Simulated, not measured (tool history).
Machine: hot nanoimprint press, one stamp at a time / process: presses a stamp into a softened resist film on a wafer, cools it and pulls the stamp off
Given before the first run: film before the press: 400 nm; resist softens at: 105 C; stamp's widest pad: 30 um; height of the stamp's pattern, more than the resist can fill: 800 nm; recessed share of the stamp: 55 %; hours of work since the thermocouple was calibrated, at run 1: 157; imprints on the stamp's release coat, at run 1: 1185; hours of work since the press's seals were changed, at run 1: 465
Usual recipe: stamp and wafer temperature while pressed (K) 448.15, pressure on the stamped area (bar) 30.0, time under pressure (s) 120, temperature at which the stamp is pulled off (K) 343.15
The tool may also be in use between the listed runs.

run	day	stamp and wafer temperature while pressed (K)	pressure on the stamped area (bar)	time under pressure (s)	temperature at which the stamp is pulled off (K)	hours of work since the thermocouple was calibrated	imprints on the stamp's release coat	hours of work since the press's seals were changed	resist left under the stamp's widest pad (Å)	greatest force while the stamp is pulled off (N)
1	0.000	448.15	30.0	120	343.15	157	1185	465	1569	122
2	1.162	448.15	30.0	120	343.15	177	1330	484	1554	124
3	2.288	448.15	30.0	120	343.15	195	1471	503	1559	127
4	3.625	448.15	30.0	120	343.15	217	1638	525	1578	130
5	4.500	448.15	36.9	120	343.15	232	1747	539	1412	125
6	5.554	448.15	30.0	190	343.15	249	1879	557	1302	122
7	6.700	448.15	30.0	120	343.15	268	2022	576	1564	124
# day 7.538: stamp cleaned and given a new release coat
8	7.608	448.15	30.0	120	343.15	279	9	587	1586	121
9	8.850	448.15	30.0	120	343.15	300	163	607	1580	123
10	9.908	448.15	30.0	120	329.15	317	296	625	1572	159
11	10.967	448.15	30.0	120	329.15	335	428	643	1561	155
12	11.583	448.15	30.0	120	329.15	345	505	653	1571	154
13	12.821	448.15	30.0	65	343.15	366	659	673	1933	123
14	13.400	441.15	20.2	203	334.15	375	732	683	2307	141
15	14.150	448.15	20.2	155	343.15	388	826	695	1748	119
16	15.521	448.15	36.8	114	348.15	411	997	718	1428	110
17	16.875	439.15	28.5	120	343.15	433	1166	741	2556	123
18	18.108	448.15	18.2	120	333.15	454	1321	761	2036	148
19	19.275	445.15	18.2	120	331.15	473	1466	780	2325	151
20	20.621	447.15	39.4	136	329.15	495	1634	803	1373	156
# day 22.188: press's hydraulic seals changed and the load cell set to zero
21	22.262	460.15	36.7	167	340.15	517	1798	1	658	132
22	23.146	460.15	36.7	167	340.15	532	1908	16	647	131
# day 24.679: plate thermocouple calibrated
23	24.679	443.15	34.4	167	340.15	0	2084	39	1722	126

Here are 4 independent what-if runs from the current tool condition. What would each one return?
# day 25.033: stamp cleaned and given a new release coat
A	26.050	443.15	34.4	127	340.15	19	126	58	?	?
# day 25.033: stamp cleaned and given a new release coat
B	26.050	443.15	47.1	167	340.15	19	126	58	?	?
# day 25.033: stamp cleaned and given a new release coat
C	26.050	448.15	30.0	120	347.15	19	126	58	?	?
# day 25.033: stamp cleaned and given a new release coat
D	26.050	447.15	35.2	120	337.15	19	126	58	?	?

run	resist left under the stamp's widest pad (Å)	greatest force while the stamp is pulled off (N)
A	1884	131
B	1447	126
C	1556	114
D	1528	135
Without the tool's unlogged condition, the same runs would have read:
run	resist left under the stamp's widest pad (Å)	greatest force while the stamp is pulled off (N)
A	1884	130
B	1447	126
C	1555	113
D	1528	135

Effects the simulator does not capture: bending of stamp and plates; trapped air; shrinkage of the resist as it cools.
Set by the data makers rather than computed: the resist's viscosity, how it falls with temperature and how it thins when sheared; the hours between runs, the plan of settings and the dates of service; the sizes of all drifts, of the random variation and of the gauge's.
